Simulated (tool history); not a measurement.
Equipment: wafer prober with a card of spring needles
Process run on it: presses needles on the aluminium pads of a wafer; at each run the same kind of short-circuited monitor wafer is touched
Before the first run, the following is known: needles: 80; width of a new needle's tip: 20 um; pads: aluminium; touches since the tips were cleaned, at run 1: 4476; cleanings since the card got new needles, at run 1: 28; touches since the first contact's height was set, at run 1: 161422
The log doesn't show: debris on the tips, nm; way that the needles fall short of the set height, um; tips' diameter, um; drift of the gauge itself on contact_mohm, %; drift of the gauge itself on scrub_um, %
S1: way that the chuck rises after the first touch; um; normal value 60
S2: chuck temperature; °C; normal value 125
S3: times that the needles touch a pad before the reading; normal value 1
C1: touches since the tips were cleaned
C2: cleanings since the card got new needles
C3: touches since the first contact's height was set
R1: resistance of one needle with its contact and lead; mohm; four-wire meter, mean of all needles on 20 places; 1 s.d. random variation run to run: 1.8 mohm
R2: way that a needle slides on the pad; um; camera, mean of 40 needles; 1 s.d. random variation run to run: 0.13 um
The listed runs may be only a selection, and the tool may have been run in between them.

Run 1, hour 0: usual settings; C1 4476; C2 28; C3 161422. Result: R1 182 mohm, R2 11.73 um.
At hour 2: tips cleaned on abrasive film.
At hour 9.7: tips cleaned on abrasive film.
At hour 17.5: tips cleaned on abrasive film.
At hour 27.1: tips cleaned on abrasive film.
At hour 34.8: tips cleaned on abrasive film.
Run 2, hour 36.5: usual settings; C1 1101; C2 33; C3 185307. Result: R1 181 mohm, R2 11.6 um.
At hour 38.7: height of the first contact set anew.
At hour 44.5: tips cleaned on abrasive film.
At hour 52.2: tips cleaned on abrasive film.
At hour 60: tips cleaned on abrasive film.
At hour 67.7: tips cleaned on abrasive film.
Run 3, hour 74.6: usual settings; C1 4562; C2 37; C3 23547. Result: R1 183 mohm, R2 11.91 um.
At hour 76.6: tips cleaned on abrasive film.
At hour 84.3: tips cleaned on abrasive film.
At hour 92: tips cleaned on abrasive film.
At hour 101.6: tips cleaned on abrasive film.
At hour 109.4: tips cleaned on abrasive film.
At hour 119: tips cleaned on abrasive film.
Run 4, hour 119.2: usual settings; C1 128; C2 43; C3 52786. Result: R1 182 mohm, R2 11.61 um.
At hour 126.9: tips cleaned on abrasive film.
At hour 136.6: tips cleaned on abrasive film.
At hour 146.2: tips cleaned on abrasive film.
At hour 155.8: tips cleaned on abrasive film.
Run 5, hour 159.2: usual settings but S3 2; C1 2253; C2 47; C3 79089. Result: R1 180 mohm, R2 11.81 um.
At hour 165: tips cleaned on abrasive film.
At hour 172.8: tips cleaned on abrasive film.
At hour 180.5: tips cleaned on abrasive film.
At hour 188.2: tips cleaned on abrasive film.
At hour 195.9: tips cleaned on abrasive film.
At hour 205.6: tips cleaned on abrasive film.
Run 6, hour 213: usual settings but S3 2; C1 4934; C2 53; C3 114399. Result: R1 181 mohm, R2 11.51 um.
At hour 215: tips cleaned on abrasive film.
At hour 222.7: tips cleaned on abrasive film.
At hour 230.5: tips cleaned on abrasive film.
At hour 240.1: tips cleaned on abrasive film.
At hour 249.7: tips cleaned on abrasive film.
At hour 257.5: tips cleaned on abrasive film.
At hour 267.1: tips cleaned on abrasive film.
At hour 274.8: tips cleaned on abrasive film.
Run 7, hour 281.7: usual settings but S3 2; C1 4557; C2 61; C3 159457. Result: R1 183 mohm, R2 11.56 um.
At hour 283.7: tips cleaned on abrasive film.
At hour 291.4: tips cleaned on abrasive film.
At hour 299.1: tips cleaned on abrasive film.
At hour 306.9: tips cleaned on abrasive film.
At hour 314.6: tips cleaned on abrasive film.
Run 8, hour 319: usual settings but S1 69 um; C1 2924; C2 66; C3 183898. Result: R1 180 mohm, R2 13.64 um.
At hour 322.9: tips cleaned on abrasive film.
At hour 323.2: height of the first contact set anew.
At hour 330.9: tips cleaned on abrasive film.
At hour 338.7: tips cleaned on abrasive film.
At hour 346.4: tips cleaned on abrasive film.
At hour 354.1: tips cleaned on abrasive film.
At hour 361.8: tips cleaned on abrasive film.
At hour 371.5: tips cleaned on abrasive film.
At hour 379.2: tips cleaned on abrasive film.
Run 9, hour 386.8: usual settings but S1 69 um; C1 5053; C2 74; C3 41759. Result: R1 178 mohm, R2 13.15 um.
At hour 388.8: tips cleaned on abrasive film.
At hour 396.5: tips cleaned on abrasive film.
At hour 406.2: tips cleaned on abrasive film.
At hour 415.8: tips cleaned on abrasive film.
Run 10, hour 416: usual settings but S1 69 um; C1 115; C2 78; C3 60860. Result: R1 179 mohm, R2 13.42 um.
At hour 423.7: tips cleaned on abrasive film.
At hour 433.3: tips cleaned on abrasive film.
At hour 441.1: tips cleaned on abrasive film.
At hour 450.7: tips cleaned on abrasive film.
At hour 458.4: tips cleaned on abrasive film.
Run 11, hour 465: usual settings but S1 54 um; C1 4358; C2 83; C3 93067. Result: R1 186 mohm, R2 10.64 um.
At hour 467: tips cleaned on abrasive film.
At hour 474.7: tips cleaned on abrasive film.
At hour 484.4: tips cleaned on abrasive film.
At hour 494: tips cleaned on abrasive film.
At hour 501.7: tips cleaned on abrasive film.
At hour 511.4: tips cleaned on abrasive film.
Run 12, hour 516.1: usual settings but S1 49 um, S2 50 °C; C1 3165; C2 89; C3 126609. Result: R1 172 mohm, R2 9.58 um.
At hour 520: tips cleaned on abrasive film.
At hour 527.8: tips cleaned on abrasive film.
At hour 535.5: tips cleaned on abrasive film.
At hour 543.2: tips cleaned on abrasive film.
Run 13, hour 545.8: usual settings but S1 42 um, S2 92 °C, S3 3; C1 1689; C2 93; C3 146020. Result: R1 185 mohm, R2 7.85 um.
At hour 551.6: tips cleaned on abrasive film.
At hour 559.3: tips cleaned on abrasive film.
At hour 568.9: tips cleaned on abrasive film.
At hour 576.7: tips cleaned on abrasive film.
At hour 584.4: tips cleaned on abrasive film.
At hour 592.1: tips cleaned on abrasive film.
At hour 601: tips cleaned on abrasive film.
Run 14, hour 601: usual settings but S1 52 um; C1 0; C2 100; C3 182213. Result: R1 182 mohm, R2 10.35 um.
At hour 608.7: tips cleaned on abrasive film.
At hour 609: height of the first contact set anew.
At hour 616.7: tips cleaned on abrasive film.
At hour 624.5: tips cleaned on abrasive film.
At hour 634.1: tips cleaned on abrasive film.
At hour 641.8: tips cleaned on abrasive film.
At hour 651.5: tips cleaned on abrasive film.
Run 15, hour 653.3: usual settings but S1 63 um, S2 87 °C, S3 2; C1 1231; C2 106; C3 29076. Result: R1 176 mohm, R2 12.43 um.
At hour 661: tips cleaned on abrasive film.
At hour 670.7: tips cleaned on abrasive film.
At hour 678.4: tips cleaned on abrasive film.
At hour 688: tips cleaned on abrasive film.
At hour 697.7: tips cleaned on abrasive film.
At hour 705.4: tips cleaned on abrasive film.
At hour 713.1: tips cleaned on abrasive film.
At hour 721.3: tips cleaned on abrasive film.
Run 16, hour 721.3: usual settings but S1 63 um, S2 87 °C, S3 2; C1 0; C2 114; C3 73653. Result: R1 173 mohm, R2 12.1 um.
At hour 729: tips cleaned on abrasive film.
At hour 738.6: tips cleaned on abrasive film.
At hour 746.3: tips cleaned on abrasive film.
At hour 755.8: tips cleaned on abrasive film.
Run 17, hour 755.8: usual settings but S2 30 °C; C1 0; C2 118; C3 96336. Result: R1 166 mohm, R2 11.68 um.
At hour 765.5: tips cleaned on abrasive film.
At hour 775.1: tips cleaned on abrasive film.
At hour 784.7: tips cleaned on abrasive film.
At hour 794.4: tips cleaned on abrasive film.
Run 18, hour 799.6: usual settings but S1 68 um, S2 100 °C, S3 2; C1 3503; C2 122; C3 125153. Result: R1 175 mohm, R2 13.26 um.
At hour 803.5: tips cleaned on abrasive film.
At hour 811.3: tips cleaned on abrasive film.
At hour 819: tips cleaned on abrasive film.
At hour 828.6: tips cleaned on abrasive film.
At hour 838.3: tips cleaned on abrasive film.
Run 19, hour 844.8: usual settings but S1 65 um, S2 53 °C, S3 3; C1 4348; C2 127; C3 154815. Result: R1 166 mohm, R2 12.65 um.
At hour 846.8: tips cleaned on abrasive film.
At hour 854.5: tips cleaned on abrasive film.
At hour 864.2: tips cleaned on abrasive film.
At hour 873.8: tips cleaned on abrasive film.
At hour 883.4: tips cleaned on abrasive film.
At hour 893.1: tips cleaned on abrasive film.
At hour 893.4: height of the first contact set anew.
At hour 901.1: tips cleaned on abrasive film.
Run 20, hour 904.6: usual settings but S1 65 um, S2 53 °C, S3 3; C1 2335; C2 134; C3 7398. Result: R1 168 mohm, R2 12.56 um.
At hour 910.4: tips cleaned on abrasive film.
At hour 918.2: tips cleaned on abrasive film.
At hour 927.8: tips cleaned on abrasive film.
At hour 935.5: tips cleaned on abrasive film.
At hour 943.2: tips cleaned on abrasive film.
Run 21, hour 944.2: usual settings but S1 41 um, S2 52 °C, S3 3; C1 654; C2 139; C3 33367. Result: R1 177 mohm, R2 8.01 um.
At hour 952: tips cleaned on abrasive film.
At hour 959.7: tips cleaned on abrasive film.
At hour 967.4: tips cleaned on abrasive film.
At hour 977: tips cleaned on abrasive film.
At hour 984.8: tips cleaned on abrasive film.
At hour 992.5: tips cleaned on abrasive film.
Run 22, hour 999.3: usual settings but S1 79 um; C1 4512; C2 145; C3 69522. Result: R1 178 mohm, R2 15.49 um.

How the hidden state differs across the entries between the runs, from the last listed run before each to the first after it:
Run 1 -> run 2: tips cleaned on abrasive film (hour 2); tips cleaned on abrasive film (hour 9.7); tips cleaned on abrasive film (hour 17.5); tips cleaned on abrasive film (hour 27.1); tips cleaned on abrasive film (hour 34.8)
  debris on the tips, nm: 0.3 -> 0.1
Run 2 -> run 3: height of the first contact set anew (hour 38.7); tips cleaned on abrasive film (hour 44.5); tips cleaned on abrasive film (hour 52.2); tips cleaned on abrasive film (hour 60); tips cleaned on abrasive film (hour 67.7)
  debris on the tips, nm: 0.1 -> 0.3; way that the needles fall short of the set height, um: 0.01 -> 0
Run 3 -> run 4: tips cleaned on abrasive film (hour 76.6); tips cleaned on abrasive film (hour 84.3); tips cleaned on abrasive film (hour 92); tips cleaned on abrasive film (hour 101.6); tips cleaned on abrasive film (hour 109.4); tips cleaned on abrasive film (hour 119)
  debris on the tips, nm: 0.3 -> 0
Run 4 -> run 5: tips cleaned on abrasive film (hour 126.9); tips cleaned on abrasive film (hour 136.6); tips cleaned on abrasive film (hour 146.2); tips cleaned on abrasive film (hour 155.8)
  debris on the tips, nm: 0 -> 0.2
Run 5 -> run 6: tips cleaned on abrasive film (hour 165); tips cleaned on abrasive film (hour 172.8); tips cleaned on abrasive film (hour 180.5); tips cleaned on abrasive film (hour 188.2); tips cleaned on abrasive film (hour 195.9); tips cleaned on abrasive film (hour 205.6)
  debris on the tips, nm: 0.2 -> 0.3; way that the needles fall short of the set height, um: 0 -> 0.01; tips' diameter, um: 20 -> 20.01
Run 6 -> run 7: tips cleaned on abrasive film (hour 215); tips cleaned on abrasive film (hour 222.7); tips cleaned on abrasive film (hour 230.5); tips cleaned on abrasive film (hour 240.1); tips cleaned on abrasive film (hour 249.7); tips cleaned on abrasive film (hour 257.5); tips cleaned on abrasive film (hour 267.1); tips cleaned on abrasive film (hour 274.8)
  no difference in the tool's unlogged condition between these two runs
Run 7 -> run 8: tips cleaned on abrasive film (hour 283.7); tips cleaned on abrasive film (hour 291.4); tips cleaned on abrasive film (hour 299.1); tips cleaned on abrasive film (hour 306.9); tips cleaned on abrasive film (hour 314.6)
  debris on the tips, nm: 0.3 -> 0.2
Run 8 -> run 9: tips cleaned on abrasive film (hour 322.9); height of the first contact set anew (hour 323.2); tips cleaned on abrasive film (hour 330.9); tips cleaned on abrasive film (hour 338.7); tips cleaned on abrasive film (hour 346.4); tips cleaned on abrasive film (hour 354.1); tips cleaned on abrasive film (hour 361.8); tips cleaned on abrasive film (hour 371.5); tips cleaned on abrasive film (hour 379.2)
  debris on the tips, nm: 0.2 -> 0.3; way that the needles fall short of the set height, um: 0.01 -> 0
Run 9 -> run 10: tips cleaned on abrasive film (hour 388.8); tips cleaned on abrasive film (hour 396.5); tips cleaned on abrasive film (hour 406.2); tips cleaned on abrasive film (hour 415.8)
  debris on the tips, nm: 0.3 -> 0
Run 10 -> run 11: tips cleaned on abrasive film (hour 423.7); tips cleaned on abrasive film (hour 433.3); tips cleaned on abrasive film (hour 441.1); tips cleaned on abrasive film (hour 450.7); tips cleaned on abrasive film (hour 458.4)
  debris on the tips, nm: 0 -> 0.3
Run 11 -> run 12: tips cleaned on abrasive film (hour 467); tips cleaned on abrasive film (hour 474.7); tips cleaned on abrasive film (hour 484.4); tips cleaned on abrasive film (hour 494); tips cleaned on abrasive film (hour 501.7); tips cleaned on abrasive film (hour 511.4)
  debris on the tips, nm: 0.3 -> 0.2; way that the needles fall short of the set height, um: 0 -> 0.01
Run 12 -> run 13: tips cleaned on abrasive film (hour 520); tips cleaned on abrasive film (hour 527.8); tips cleaned on abrasive film (hour 535.5); tips cleaned on abrasive film (hour 543.2)
  debris on the tips, nm: 0.2 -> 0.1
Run 13 -> run 14: tips cleaned on abrasive film (hour 551.6); tips cleaned on abrasive film (hour 559.3); tips cleaned on abrasive film (hour 568.9); tips cleaned on abrasive film (hour 576.7); tips cleaned on abrasive film (hour 584.4); tips cleaned on abrasive film (hour 592.1); tips cleaned on abrasive film (hour 601)
  debris on the tips, nm: 0.1 -> 0
Run 14 -> run 15: tips cleaned on abrasive film (hour 608.7); height of the first contact set anew (hour 609); tips cleaned on abrasive film (hour 616.7); tips cleaned on abrasive film (hour 624.5); tips cleaned on abrasive film (hour 634.1); tips cleaned on abrasive film (hour 641.8); tips cleaned on abrasive film (hour 651.5)
  debris on the tips, nm: 0 -> 0.1; way that the needles fall short of the set height, um: 0.01 -> 0
Run 15 -> run 16: tips cleaned on abrasive film (hour 661); tips cleaned on abrasive film (hour 670.7); tips cleaned on abrasive film (hour 678.4); tips cleaned on abrasive film (hour 688); tips cleaned on abrasive film (hour 697.7); tips cleaned on abrasive film (hour 705.4); tips cleaned on abrasive film (hour 713.1); tips cleaned on abrasive film (hour 721.3)
  debris on the tips, nm: 0.1 -> 0
Run 16 -> run 17: tips cleaned on abrasive film (hour 729); tips cleaned on abrasive film (hour 738.6); tips cleaned on abrasive film (hour 746.3); tips cleaned on abrasive film (hour 755.8)
  no difference in the tool's unlogged condition between these two runs
Run 17 -> run 18: tips cleaned on abrasive film (hour 765.5); tips cleaned on abrasive film (hour 775.1); tips cleaned on abrasive film (hour 784.7); tips cleaned on abrasive film (hour 794.4)
  debris on the tips, nm: 0 -> 0.2; way that the needles fall short of the set height, um: 0 -> 0.01
Run 18 -> run 19: tips cleaned on abrasive film (hour 803.5); tips cleaned on abrasive film (hour 811.3); tips cleaned on abrasive film (hour 819); tips cleaned on abrasive film (hour 828.6); tips cleaned on abrasive film (hour 838.3)
  no difference in the tool's unlogged condition between these two runs
Run 19 -> run 20: tips cleaned on abrasive film (hour 846.8); tips cleaned on abrasive film (hour 854.5); tips cleaned on abrasive film (hour 864.2); tips cleaned on abrasive film (hour 873.8); tips cleaned on abrasive film (hour 883.4); tips cleaned on abrasive film (hour 893.1); height of the first contact set anew (hour 893.4); tips cleaned on abrasive film (hour 901.1)
  way that the needles fall short of the set height, um: 0.01 -> 0
Run 20 -> run 21: tips cleaned on abrasive film (hour 910.4); tips cleaned on abrasive film (hour 918.2); tips cleaned on abrasive film (hour 927.8); tips cleaned on abrasive film (hour 935.5); tips cleaned on abrasive film (hour 943.2)
  debris on the tips, nm: 0.2 -> 0.1
Run 21 -> run 22: tips cleaned on abrasive film (hour 952); tips cleaned on abrasive film (hour 959.7); tips cleaned on abrasive film (hour 967.4); tips cleaned on abrasive film (hour 977); tips cleaned on abrasive film (hour 984.8); tips cleaned on abrasive film (hour 992.5)
  debris on the tips, nm: 0.1 -> 0.2
